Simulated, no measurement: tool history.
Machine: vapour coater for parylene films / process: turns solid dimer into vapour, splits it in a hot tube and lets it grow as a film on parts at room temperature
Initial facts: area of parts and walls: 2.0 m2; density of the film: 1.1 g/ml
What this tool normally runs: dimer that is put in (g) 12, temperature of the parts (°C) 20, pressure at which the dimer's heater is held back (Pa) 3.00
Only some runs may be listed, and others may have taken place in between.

run	hour	dimer that is put in (g)	temperature of the parts (°C)	pressure at which the dimer's heater is held back (Pa)	thickness of the film (nm)
1	0.0	12	20	3.00	3630
2	16.8	12	20	2.87	3580
3	46.2	12	20	2.87	3610
4	63.1	12	20	2.87	3580
5	93.3	12	20	3.00	3510
6	112.0	12	20	3.00	3480
7	140.7	12	22	3.00	3150
8	161.3	12	22	3.00	3210
9	182.7	12	14	3.00	4570
# hour 188.2: trap's valve overhauled
10	219.8	12	14	3.00	4460
11	241.5	12	14	3.00	4550
12	272.4	12	14	3.00	4430
13	294.9	14	21	2.77	3750
# hour 307.8: trap's valve overhauled, once more
14	315.2	6	16	2.77	2230
15	346.1	12	24	3.00	3040
16	370.8	12	24	3.00	2980
17	398.0	16	24	2.71	4130
18	420.6	16	24	2.71	4130
19	441.8	16	24	2.71	4070
20	465.6	10	25	4.49	2160
21	480.0	10	25	4.49	2170
22	503.2	16	25	2.19	4050
23	534.5	5	25	2.19	1260
24	556.4	5	25	2.19	1220

Branching from run 24: 3 alternative next runs. What would each branch give?
A	583.0	12	20	11.82	?
B	583.0	12	25	2.62	?
C	583.0	12	12	3.00	?

run	thickness of the film (nm)
A	2550
B	2820
C	5070
With the hidden condition removed and each run's random variation left untouched, the same runs would have given:
run	thickness of the film (nm)
A	2720
B	3010
C	5310
